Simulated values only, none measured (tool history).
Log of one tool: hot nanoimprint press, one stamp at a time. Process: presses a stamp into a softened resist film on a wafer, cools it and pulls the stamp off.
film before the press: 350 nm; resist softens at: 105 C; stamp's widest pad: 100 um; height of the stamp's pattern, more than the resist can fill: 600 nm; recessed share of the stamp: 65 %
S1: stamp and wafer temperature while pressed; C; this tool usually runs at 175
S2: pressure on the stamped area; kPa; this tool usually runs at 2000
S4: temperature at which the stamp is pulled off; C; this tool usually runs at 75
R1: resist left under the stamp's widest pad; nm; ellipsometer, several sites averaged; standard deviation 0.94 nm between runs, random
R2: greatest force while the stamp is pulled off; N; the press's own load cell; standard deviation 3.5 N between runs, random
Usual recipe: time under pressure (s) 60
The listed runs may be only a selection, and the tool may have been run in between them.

{"run": 1, "hour": 0.0, "S1": 175, "S2": 2000, "time under pressure (s)": 60, "S4": 75, "R1": 133.4, "R2": 171}
{"run": 2, "hour": 26.5, "S1": 173, "S2": 2000, "time under pressure (s)": 60, "S4": 75, "R1": 148.4, "R2": 164}
{"run": 3, "hour": 83.6, "S1": 173, "S2": 2000, "time under pressure (s)": 60, "S4": 75, "R1": 146.6, "R2": 169}
{"run": 4, "hour": 109.6, "S1": 173, "S2": 1800, "time under pressure (s)": 60, "S4": 75, "R1": 154.8, "R2": 171}
{"run": 5, "hour": 156.7, "S1": 175, "S2": 2000, "time under pressure (s)": 60, "S4": 67, "R1": 132, "R2": 178}
{"run": 6, "hour": 203.8, "S1": 175, "S2": 2000, "time under pressure (s)": 60, "S4": 67, "R1": 131, "R2": 185}
{"run": 7, "hour": 258.8, "S1": 175, "S2": 2000, "time under pressure (s)": 60, "S4": 67, "R1": 132.9, "R2": 189}
{"run": 8, "hour": 297.1, "S1": 175, "S2": 2000, "time under pressure (s)": 60, "S4": 67, "R1": 131.1, "R2": 182}
{"run": 9, "hour": 328.0, "S1": 175, "S2": 2000, "time under pressure (s)": 60, "S4": 75, "R1": 132.5, "R2": 172}
{"run": 10, "hour": 360.4, "S1": 175, "S2": 2000, "time under pressure (s)": 60, "S4": 75, "R1": 132.8, "R2": 168}
{"run": 11, "hour": 402.0, "S1": 175, "S2": 2000, "time under pressure (s)": 60, "S4": 75, "R1": 132.1, "R2": 164}
{"run": 12, "hour": 427.0, "S1": 175, "S2": 2000, "time under pressure (s)": 60, "S4": 66, "R1": 131.3, "R2": 197}
{"run": 13, "hour": 475.9, "S1": 175, "S2": 2000, "time under pressure (s)": 60, "S4": 66, "R1": 130.7, "R2": 187}
{"run": 14, "hour": 507.7, "S1": 175, "S2": 2000, "time under pressure (s)": 60, "S4": 66, "R1": 131.6, "R2": 191}
{"run": 15, "hour": 553.3, "S1": 175, "S2": 2000, "time under pressure (s)": 60, "S4": 66, "R1": 133.7, "R2": 189}
{"run": 16, "hour": 584.2, "S1": 175, "S2": 2000, "time under pressure (s)": 60, "S4": 66, "R1": 132.2, "R2": 188}
{"run": 17, "hour": 624.6, "S1": 175, "S2": 1780, "time under pressure (s)": 46, "S4": 75, "R1": 155.4, "R2": 163}
{"run": 18, "hour": 674.8, "S1": 175, "S2": 1780, "time under pressure (s)": 46, "S4": 75, "R1": 156.6, "R2": 168}
{"run": 19, "hour": 710.3, "S1": 164, "S2": 1260, "time under pressure (s)": 33, "S4": 75, "R1": 293.4, "R2": 166}
{"run": 20, "hour": 763.0, "S1": 182, "S2": 1260, "time under pressure (s)": 33, "S4": 75, "R1": 141.6, "R2": 172}
{"run": 21, "hour": 800.8, "S1": 182, "S2": 1260, "time under pressure (s)": 33, "S4": 75, "R1": 140.7, "R2": 169}
{"run": 22, "hour": 855.2, "S1": 182, "S2": 1260, "time under pressure (s)": 33, "S4": 75, "R1": 141.4, "R2": 169}
{"run": 23, "hour": 897.3, "S1": 182, "S2": 1260, "time under pressure (s)": 33, "S4": 75, "R1": 143.5, "R2": 167}
{"run": 24, "hour": 947.2, "S1": 182, "S2": 1260, "time under pressure (s)": 33, "S4": 75, "R1": 141, "R2": 167}
{"run": 25, "hour": 997.8, "S1": 184, "S2": 2000, "time under pressure (s)": 60, "S4": 75, "R1": 79.5, "R2": 155}
{"run": 26, "hour": 1023.0, "S1": 184, "S2": 2000, "time under pressure (s)": 60, "S4": 75, "R1": 77.6, "R2": 170}
{"run": 27, "hour": 1082.3, "S1": 174, "S2": 2510, "time under pressure (s)": 69, "S4": 75, "R1": 119.3, "R2": 166}
{"run": 28, "hour": 1126.4, "S1": 165, "S2": 2510, "time under pressure (s)": 100, "S4": 75, "R1": 174.1, "R2": 166}
{"run": 29, "hour": 1169.1, "S1": 165, "S2": 3140, "time under pressure (s)": 105, "S4": 71, "R1": 156.8, "R2": 177}

Not shown here: 4 entries made in the log between runs. Locate each between two listed runs and compare the hidden state at the listed run before it with the hidden state at the listed run after it:
In the gap between runs 12 and 13: plate thermocouple calibrated (hour 444.9)
  true temperature over the reading, C: -0.02 -> 0; pressure that arrives at the usual setting, %: 99.86 -> 99.85; grip of the stamp's worn release coat, % over a new coat's: 1.1 -> 1.2
In the gap between runs 15 and 16: stamp cleaned and given a new release coat (hour 576.5)
  grip of the stamp's worn release coat, % over a new coat's: 1.3 -> 0
In the gap between runs 19 and 20: press's hydraulic seals changed and the load cell set to zero (hour 750.5)
  true temperature over the reading, C: 0 -> -0.01; pressure that arrives at the usual setting, %: 99.83 -> 99.99; grip of the stamp's worn release coat, % over a new coat's: 0.2 -> 0.3
In the gap between runs 26 and 27: plate thermocouple calibrated (hour 1081.1)
  true temperature over the reading, C: -0.01 -> 0.01; grip of the stamp's worn release coat, % over a new coat's: 0.7 -> 0.8
